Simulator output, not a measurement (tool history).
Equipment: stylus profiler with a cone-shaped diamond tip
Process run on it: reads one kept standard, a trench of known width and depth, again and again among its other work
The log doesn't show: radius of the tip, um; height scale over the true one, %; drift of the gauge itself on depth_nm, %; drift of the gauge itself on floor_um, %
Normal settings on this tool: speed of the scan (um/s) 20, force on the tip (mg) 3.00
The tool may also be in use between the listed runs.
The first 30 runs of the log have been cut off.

run	day	speed of the scan (um/s)	force on the tip (mg)	scans with this tip	hours of work since the height scale was calibrated	depth of the trench (Å)	width of the trench's floor (nm)
31	57.479	16	6.97	12054	261	5129.8	95630
32	59.171	16	6.97	12194	290	5132.7	95610
33	61.729	16	6.97	12405	333	5131.5	95530
34	64.171	12	3.54	12607	375	5088.2	95580
35	66.304	50	1.51	12783	411	5053.2	95190
36	68.942	50	1.51	13001	456	5054.5	95250
37	71.708	36	2.77	13229	502	5079.6	95310
38	74.317	25	5.54	13445	547	5117.4	95520
39	76.188	50	2.92	13600	578	5086.2	95250

Predict each of these 3 candidate next runs independently; none follows another, all start after run 39:
A	78.854	27	2.92	13820	623	?	?
B	78.854	21	2.92	13820	623	?	?
C	78.854	14	4.80	13820	623	?	?

run	depth of the trench (Å)	width of the trench's floor (nm)
A	5083.4	95370
B	5083.0	95370
C	5111.4	95410
Without the tool's hidden state the same runs would have given:
run	depth of the trench (Å)	width of the trench's floor (nm)
A	5069.4	96890
B	5069.1	96890
C	5097.3	96940
